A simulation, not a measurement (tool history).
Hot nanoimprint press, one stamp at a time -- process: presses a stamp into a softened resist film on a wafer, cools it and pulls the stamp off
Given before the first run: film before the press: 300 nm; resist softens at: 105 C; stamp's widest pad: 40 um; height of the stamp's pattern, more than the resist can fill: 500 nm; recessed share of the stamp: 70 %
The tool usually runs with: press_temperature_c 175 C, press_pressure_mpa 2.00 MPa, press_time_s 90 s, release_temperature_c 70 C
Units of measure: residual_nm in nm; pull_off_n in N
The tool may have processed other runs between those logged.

| run | hour | press_temperature_c | press_pressure_mpa | press_time_s | release_temperature_c | residual_nm | pull_off_n |
|---|---|---|---|---|---|---|---|
| 1 | 0.0 | 175 | 2.00 | 90 | 70 | 165.8 | 113 |
| 2 | 6.3 | 175 | 2.00 | 90 | 70 | 166.9 | 111 |
| 3 | 13.7 | 175 | 1.76 | 90 | 70 | 176.5 | 112 |
| 4 | 23.2 | 175 | 1.76 | 90 | 70 | 177.4 | 106 |
| 5 | 32.4 | 175 | 2.00 | 90 | 70 | 168.0 | 118 |
| 6 | 39.5 | 175 | 2.00 | 68 | 70 | 183.0 | 110 |
| 7 | 47.7 | 175 | 2.00 | 68 | 70 | 184.5 | 114 |
| 8 | 55.4 | 168 | 1.26 | 47 | 70 | 266.0 | 110 |
|  | 59.6 | plate thermocouple calibrated |
| 9 | 69.8 | 168 | 1.26 | 47 | 70 | 269.3 | 114 |
| 10 | 76.1 | 174 | 1.89 | 90 | 78 | 179.9 | 108 |
| 11 | 87.1 | 174 | 1.89 | 90 | 78 | 183.5 | 105 |
| 12 | 94.3 | 175 | 3.10 | 107 | 77 | 136.8 | 106 |
| 13 | 103.5 | 175 | 3.10 | 107 | 77 | 136.7 | 110 |
| 14 | 112.8 | 175 | 3.10 | 107 | 77 | 136.7 | 108 |

Here are 4 independent what-if runs from the current tool condition. What would each one return?
|  | 124.9 | plate thermocouple calibrated, once more |
| A | 126.9 | 165 | 2.00 | 90 | 70 | ? | ? |
|  | 124.9 | plate thermocouple calibrated, once more |
| B | 126.9 | 175 | 2.00 | 75 | 70 | ? | ? |
|  | 124.9 | plate thermocouple calibrated, once more |
| C | 126.9 | 165 | 2.00 | 90 | 76 | ? | ? |
|  | 124.9 | plate thermocouple calibrated, once more |
| D | 126.9 | 175 | 3.10 | 107 | 65 | ? | ? |

| run | residual_nm | pull_off_n |
|---|---|---|
| A | 236.3 | 116 |
| B | 171.4 | 112 |
| C | 238.5 | 110 |
| D | 130.4 | 123 |
Had the tool no hidden state, the same runs would have come out as:
| run | residual_nm | pull_off_n |
|---|---|---|
| A | 236.1 | 108 |
| B | 171.0 | 105 |
| C | 238.2 | 103 |
| D | 129.6 | 115 |
